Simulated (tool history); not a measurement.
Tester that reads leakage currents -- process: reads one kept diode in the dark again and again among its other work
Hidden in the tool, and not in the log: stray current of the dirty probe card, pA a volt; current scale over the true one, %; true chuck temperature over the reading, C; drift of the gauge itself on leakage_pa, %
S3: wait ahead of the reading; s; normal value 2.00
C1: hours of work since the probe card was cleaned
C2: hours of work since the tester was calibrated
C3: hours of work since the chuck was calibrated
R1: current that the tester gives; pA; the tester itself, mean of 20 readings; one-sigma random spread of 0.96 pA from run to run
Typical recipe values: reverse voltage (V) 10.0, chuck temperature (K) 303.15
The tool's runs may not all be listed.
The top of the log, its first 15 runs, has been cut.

Run 16, hour 2402.1: usual settings; C1 1161; C2 2036; C3 656. Result: R1 341.82 pA.
Run 17, hour 2596.9: usual settings; C1 1265; C2 2140; C3 760. Result: R1 342.88 pA.
Run 18, hour 2776.8: usual settings; C1 1360; C2 2235; C3 855. Result: R1 344.79 pA.
Run 19, hour 2971.0: usual settings; C1 1464; C2 2338; C3 959. Result: R1 348.76 pA.
At hour 3149.5: chuck's temperature calibrated.
Run 20, hour 3171.7: usual settings; C1 1569; C2 2444; C3 12. Result: R1 322.19 pA.
Run 21, hour 3344.9: usual settings; C1 1661; C2 2536; C3 104. Result: R1 322.12 pA.
Run 22, hour 3525.7: usual settings but reverse voltage (V) 6.7, chuck temperature (K) 308.15, S3 4.51 s; C1 1757; C2 2632; C3 200. Result: R1 397.34 pA.
Run 23, hour 3644.1: usual settings but reverse voltage (V) 6.7, chuck temperature (K) 308.15, S3 1.52 s; C1 1820; C2 2695; C3 263. Result: R1 398.35 pA.
Run 24, hour 3754.3: usual settings but S3 8.95 s; C1 1879; C2 2754; C3 321. Result: R1 327.72 pA.
Run 25, hour 3982.4: usual settings but S3 2.61 s; C1 2000; C2 2875; C3 443. Result: R1 331.25 pA.
Run 26, hour 4142.2: usual settings but reverse voltage (V) 2.7, chuck temperature (K) 306.15, S3 0.96 s; C1 2085; C2 2960; C3 528. Result: R1 196.58 pA.
Run 27, hour 4292.8: usual settings but reverse voltage (V) 17.5, chuck temperature (K) 321.15, S3 0.30 s; C1 2165; C2 3040; C3 608. Result: R1 2130.47 pA.
Run 28, hour 4538.4: usual settings but reverse voltage (V) 17.5, chuck temperature (K) 321.15, S3 0.30 s; C1 2296; C2 3170; C3 738. Result: R1 2150.13 pA.
Run 29, hour 4678.0: usual settings but chuck temperature (K) 306.15, S3 0.53 s; C1 2370; C2 3245; C3 812. Result: R1 445.43 pA.
Run 30, hour 4803.3: usual settings but chuck temperature (K) 306.15, S3 0.53 s; C1 2436; C2 3311; C3 879. Result: R1 448.23 pA.
Run 31, hour 5041.0: usual settings but reverse voltage (V) 15.8, chuck temperature (K) 325.15, S3 0.99 s; C1 2563; C2 3437; C3 1005. Result: R1 2807.41 pA.
At hour 5132.5: chuck's temperature calibrated.
Run 32, hour 5182.1: usual settings but reverse voltage (V) 1.0, chuck temperature (K) 325.15, S3 0.99 s; C1 2637; C2 3511; C3 26. Result: R1 517.11 pA.
Run 33, hour 5426.9: usual settings but reverse voltage (V) 3.4, chuck temperature (K) 325.15, S3 0.81 s; C1 2767; C2 3642; C3 156. Result: R1 1085.43 pA.
Run 34, hour 5631.0: usual settings but reverse voltage (V) 3.4, chuck temperature (K) 325.15, S3 0.81 s; C1 2875; C2 3750; C3 265. Result: R1 1094.68 pA.
Run 35, hour 5767.1: usual settings but reverse voltage (V) 3.4, chuck temperature (K) 305.15, S3 3.47 s; C1 2948; C2 3822; C3 337. Result: R1 210.45 pA.
Run 36, hour 6001.9: usual settings but reverse voltage (V) 2.2, S3 1.44 s; C1 3072; C2 3947; C3 462. Result: R1 136.85 pA.
At hour 6036.5: probe card cleaned and baked.
Run 37, hour 6146.9: usual settings but reverse voltage (V) 9.9, chuck temperature (K) 328.15, S3 2.83 s; C1 59; C2 4023; C3 538. Result: R1 2626.48 pA.
Run 38, hour 6290.6: usual settings but reverse voltage (V) 12.9, chuck temperature (K) 312.15, S3 5.89 s; C1 135; C2 4099; C3 614. Result: R1 860.77 pA.

Branching from run 38: 3 alternative next runs. What would each branch give?
Run A, hour 6507.3: usual settings but reverse voltage (V) 1.2, chuck temperature (K) 312.15, S3 1.94 s; C1 250; C2 4214; C3 729. Result: R1 ?.
Run B, hour 6507.3: usual settings but chuck temperature (K) 295.15, S3 0.46 s; C1 250; C2 4214; C3 729. Result: R1 ?.
Run C, hour 6507.3: usual settings but reverse voltage (V) 17.5, chuck temperature (K) 312.15, S3 5.89 s; C1 250; C2 4214; C3 729. Result: R1 ?.

run       R1
  A   209.98
  B   165.92
  C  1042.32
With the hidden condition removed and each run's random variation left untouched, the same runs would have given:
run      R1
  A  196.35
  B  153.69
  C  973.98
